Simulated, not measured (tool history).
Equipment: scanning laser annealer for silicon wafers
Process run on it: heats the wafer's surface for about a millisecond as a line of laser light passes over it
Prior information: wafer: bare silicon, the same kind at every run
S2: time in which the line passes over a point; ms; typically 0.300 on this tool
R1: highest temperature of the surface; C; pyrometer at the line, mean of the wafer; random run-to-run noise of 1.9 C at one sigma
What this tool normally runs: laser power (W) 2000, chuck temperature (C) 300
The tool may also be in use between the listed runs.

{"run": 1, "hour": 0.0, "laser power (W)": 2000, "S2": 0.3, "chuck temperature (C)": 300, "R1": 1138}
{"run": 2, "hour": 12.6, "laser power (W)": 2000, "S2": 0.3, "chuck temperature (C)": 300, "R1": 1138}
{"run": 3, "hour": 24.9, "laser power (W)": 2000, "S2": 0.3, "chuck temperature (C)": 300, "R1": 1138}
{"run": 4, "hour": 34.7, "laser power (W)": 2000, "S2": 0.3, "chuck temperature (C)": 312, "R1": 1156}
{"run": 5, "hour": 41.9, "laser power (W)": 2165, "S2": 0.3, "chuck temperature (C)": 300, "R1": 1210}
{"run": 6, "hour": 52.5, "laser power (W)": 2000, "S2": 0.3, "chuck temperature (C)": 312, "R1": 1149}
{"run": 7, "hour": 65.0, "laser power (W)": 2000, "S2": 0.3, "chuck temperature (C)": 312, "R1": 1146}
{"run": 8, "hour": 74.6, "laser power (W)": 2000, "S2": 0.3, "chuck temperature (C)": 300, "R1": 1136}
{"run": 9, "hour": 82.6, "laser power (W)": 1846, "S2": 0.3, "chuck temperature (C)": 300, "R1": 1074}
{"run": 10, "hour": 94.9, "laser power (W)": 1846, "S2": 0.3, "chuck temperature (C)": 300, "R1": 1071}
{"run": 11, "hour": 102.4, "laser power (W)": 2000, "S2": 0.3, "chuck temperature (C)": 300, "R1": 1135}
{"run": 12, "hour": 112.1, "laser power (W)": 2000, "S2": 0.3, "chuck temperature (C)": 300, "R1": 1137}
{"run": 13, "hour": 122.4, "laser power (W)": 2000, "S2": 0.3, "chuck temperature (C)": 300, "R1": 1137}
{"run": 14, "hour": 134.7, "laser power (W)": 2000, "S2": 0.3, "chuck temperature (C)": 300, "R1": 1138}
{"run": 15, "hour": 143.4, "laser power (W)": 2000, "S2": 0.3, "chuck temperature (C)": 300, "R1": 1140}
{"run": 16, "hour": 152.1, "laser power (W)": 2000, "S2": 0.3, "chuck temperature (C)": 300, "R1": 1137}
{"run": 17, "hour": 158.9, "laser power (W)": 2000, "S2": 0.318, "chuck temperature (C)": 300, "R1": 1162}
{"run": 18, "hour": 169.7, "laser power (W)": 2000, "S2": 0.296, "chuck temperature (C)": 300, "R1": 1134}
{"run": 19, "hour": 180.8, "laser power (W)": 2000, "S2": 0.296, "chuck temperature (C)": 300, "R1": 1132}
{"run": 20, "hour": 190.6, "laser power (W)": 2000, "S2": 0.3, "chuck temperature (C)": 300, "R1": 1140}
{"run": 21, "hour": 202.2, "laser power (W)": 2000, "S2": 0.3, "chuck temperature (C)": 300, "R1": 1140}
{"run": 22, "hour": 207.6, "laser power (W)": 2127, "S2": 0.374, "chuck temperature (C)": 286, "R1": 1301}
{"run": 23, "hour": 217.4, "laser power (W)": 1841, "S2": 0.3, "chuck temperature (C)": 300, "R1": 1068}
{"run": 24, "hour": 228.3, "laser power (W)": 1884, "S2": 0.261, "chuck temperature (C)": 318, "R1": 1045}
{"run": 25, "hour": 234.0, "laser power (W)": 1863, "S2": 0.3, "chuck temperature (C)": 300, "R1": 1079}
{"run": 26, "hour": 244.9, "laser power (W)": 1863, "S2": 0.3, "chuck temperature (C)": 300, "R1": 1076}
{"run": 27, "hour": 256.8, "laser power (W)": 1750, "S2": 0.3, "chuck temperature (C)": 300, "R1": 1031}
{"run": 28, "hour": 268.2, "laser power (W)": 2041, "S2": 0.363, "chuck temperature (C)": 311, "R1": 1267}
{"run": 29, "hour": 279.6, "laser power (W)": 1711, "S2": 0.3, "chuck temperature (C)": 300, "R1": 1016}
{"run": 30, "hour": 287.4, "laser power (W)": 1711, "S2": 0.3, "chuck temperature (C)": 300, "R1": 1015}
{"run": 31, "hour": 295.4, "laser power (W)": 2000, "S2": 0.3, "chuck temperature (C)": 300, "R1": 1139}
{"run": 32, "hour": 310.3, "laser power (W)": 2000, "S2": 0.3, "chuck temperature (C)": 300, "R1": 1137}
{"run": 33, "hour": 315.6, "laser power (W)": 2038, "S2": 0.3, "chuck temperature (C)": 300, "R1": 1153}
{"run": 34, "hour": 322.9, "laser power (W)": 2038, "S2": 0.3, "chuck temperature (C)": 300, "R1": 1160}
{"run": 35, "hour": 333.4, "laser power (W)": 1820, "S2": 0.267, "chuck temperature (C)": 306, "R1": 1018}
{"run": 36, "hour": 342.3, "laser power (W)": 1820, "S2": 0.267, "chuck temperature (C)": 306, "R1": 1015}
{"run": 37, "hour": 351.4, "laser power (W)": 1820, "S2": 0.267, "chuck temperature (C)": 306, "R1": 1020}
{"run": 38, "hour": 360.6, "laser power (W)": 1820, "S2": 0.267, "chuck temperature (C)": 306, "R1": 1016}
{"run": 39, "hour": 372.6, "laser power (W)": 1754, "S2": 0.294, "chuck temperature (C)": 264, "R1": 990}
{"run": 40, "hour": 380.9, "laser power (W)": 2171, "S2": 0.244, "chuck temperature (C)": 304, "R1": 1114}
{"run": 41, "hour": 391.9, "laser power (W)": 2171, "S2": 0.244, "chuck temperature (C)": 304, "R1": 1110}

Missing from the log above: 1 entry noted between runs. For each, name the pair of listed runs it sits between and say how the tool's hidden condition differs from the listed run just before to the listed run just after:
In the gap between runs 31 and 32: optics aligned, line set to its width (hour 309.2)
  width of the line over the set one, %: 0.19 -> 0.01
  difference, measured minus the result without the unlogged condition, R1: -2 -> -2 C
